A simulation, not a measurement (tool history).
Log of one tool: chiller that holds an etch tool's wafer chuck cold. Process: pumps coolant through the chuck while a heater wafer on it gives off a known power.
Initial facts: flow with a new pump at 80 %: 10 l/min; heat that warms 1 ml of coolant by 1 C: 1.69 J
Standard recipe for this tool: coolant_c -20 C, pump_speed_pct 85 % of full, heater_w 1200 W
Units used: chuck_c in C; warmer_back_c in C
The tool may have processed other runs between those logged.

run 1 hour=0 | coolant_c=-20 pump_speed_pct=85 heater_w=1200 | chuck_c=-8.9 warmer_back_c=3.99
run 2 hour=183 | coolant_c=-20 pump_speed_pct=85 heater_w=1200 | chuck_c=-8.8 warmer_back_c=3.97
run 3 hour=273.5 | coolant_c=-20 pump_speed_pct=85 heater_w=1200 | chuck_c=-8.8 warmer_back_c=4
run 4 hour=435.6 | coolant_c=-20 pump_speed_pct=69 heater_w=1200 | chuck_c=-7.4 warmer_back_c=4.99
run 5 hour=598.1 | coolant_c=-20 pump_speed_pct=69 heater_w=1200 | chuck_c=-7.4 warmer_back_c=4.99
run 6 hour=689.7 | coolant_c=-20 pump_speed_pct=85 heater_w=1200 | chuck_c=-9 warmer_back_c=3.9
run 7 hour=850.7 | coolant_c=-20 pump_speed_pct=71 heater_w=1200 | chuck_c=-7.8 warmer_back_c=4.87
run 8 hour=1041.5 | coolant_c=-20 pump_speed_pct=71 heater_w=1200 | chuck_c=-7.7 warmer_back_c=4.8
run 9 hour=1138.1 | coolant_c=-20 pump_speed_pct=71 heater_w=1200 | chuck_c=-7.4 warmer_back_c=4.73
run 10 hour=1280.2 | coolant_c=-20 pump_speed_pct=71 heater_w=1200 | chuck_c=-7.6 warmer_back_c=4.82
run 11 hour=1479 | coolant_c=-17 pump_speed_pct=71 heater_w=1200 | chuck_c=-4.6 warmer_back_c=4.81
-- hour=1543.6 chiller's thermometer calibrated
run 12 hour=1671.3 | coolant_c=-21 pump_speed_pct=85 heater_w=1200 | chuck_c=-10 warmer_back_c=3.84
run 13 hour=1775.8 | coolant_c=-20 pump_speed_pct=85 heater_w=1200 | chuck_c=-9.1 warmer_back_c=3.92
run 14 hour=1883.4 | coolant_c=-20 pump_speed_pct=85 heater_w=1200 | chuck_c=-9 warmer_back_c=3.86
run 15 hour=2097.5 | coolant_c=-20 pump_speed_pct=98 heater_w=1200 | chuck_c=-10 warmer_back_c=3.27
run 16 hour=2200.6 | coolant_c=-26 pump_speed_pct=98 heater_w=1047 | chuck_c=-17.2 warmer_back_c=2.86
run 17 hour=2347.4 | coolant_c=-23 pump_speed_pct=75 heater_w=1197 | chuck_c=-11 warmer_back_c=4.45
run 18 hour=2550.4 | coolant_c=-23 pump_speed_pct=75 heater_w=1197 | chuck_c=-11.1 warmer_back_c=4.46
run 19 hour=2711.9 | coolant_c=-20 pump_speed_pct=85 heater_w=933 | chuck_c=-11.3 warmer_back_c=2.97
run 20 hour=2897.7 | coolant_c=-12 pump_speed_pct=62 heater_w=1065 | chuck_c=0.2 warmer_back_c=4.89
run 21 hour=3006 | coolant_c=-12 pump_speed_pct=85 heater_w=1200 | chuck_c=-1 warmer_back_c=3.81
-- hour=3105.4 gauge calibrated
run 22 hour=3122.7 | coolant_c=-12 pump_speed_pct=85 heater_w=1200 | chuck_c=-1 warmer_back_c=3.96
run 23 hour=3303 | coolant_c=-12 pump_speed_pct=90 heater_w=767 | chuck_c=-5.1 warmer_back_c=2.38
run 24 hour=3419.3 | coolant_c=-12 pump_speed_pct=90 heater_w=767 | chuck_c=-5.3 warmer_back_c=2.38
run 25 hour=3561.2 | coolant_c=-12 pump_speed_pct=90 heater_w=767 | chuck_c=-5.4 warmer_back_c=2.36
run 26 hour=3673 | coolant_c=-12 pump_speed_pct=90 heater_w=767 | chuck_c=-5.1 warmer_back_c=2.38
run 27 hour=3842.4 | coolant_c=-29 pump_speed_pct=73 heater_w=845 | chuck_c=-20.3 warmer_back_c=3.31

Alternative continuations, all from the tool just after run 27; predict every row:
run A hour=4058.8 | coolant_c=-20 pump_speed_pct=79 heater_w=1786 | chuck_c=? warmer_back_c=?
run B hour=4058.8 | coolant_c=-21 pump_speed_pct=73 heater_w=845 | chuck_c=? warmer_back_c=?
run C hour=4058.8 | coolant_c=-24 pump_speed_pct=85 heater_w=1381 | chuck_c=? warmer_back_c=?
run D hour=4058.8 | coolant_c=-29 pump_speed_pct=69 heater_w=845 | chuck_c=? warmer_back_c=?

run=A chuck_c=-2.7 warmer_back_c=6.31
run=B chuck_c=-12.4 warmer_back_c=3.24
run=C chuck_c=-11.1 warmer_back_c=4.51
run=D chuck_c=-20.1 warmer_back_c=3.54
With the hidden condition removed and each run's random variation left untouched, the same runs would have given:
run=A chuck_c=-2.7 warmer_back_c=6.35
run=B chuck_c=-12.4 warmer_back_c=3.29
run=C chuck_c=-11.2 warmer_back_c=4.56
run=D chuck_c=-20.1 warmer_back_c=3.59
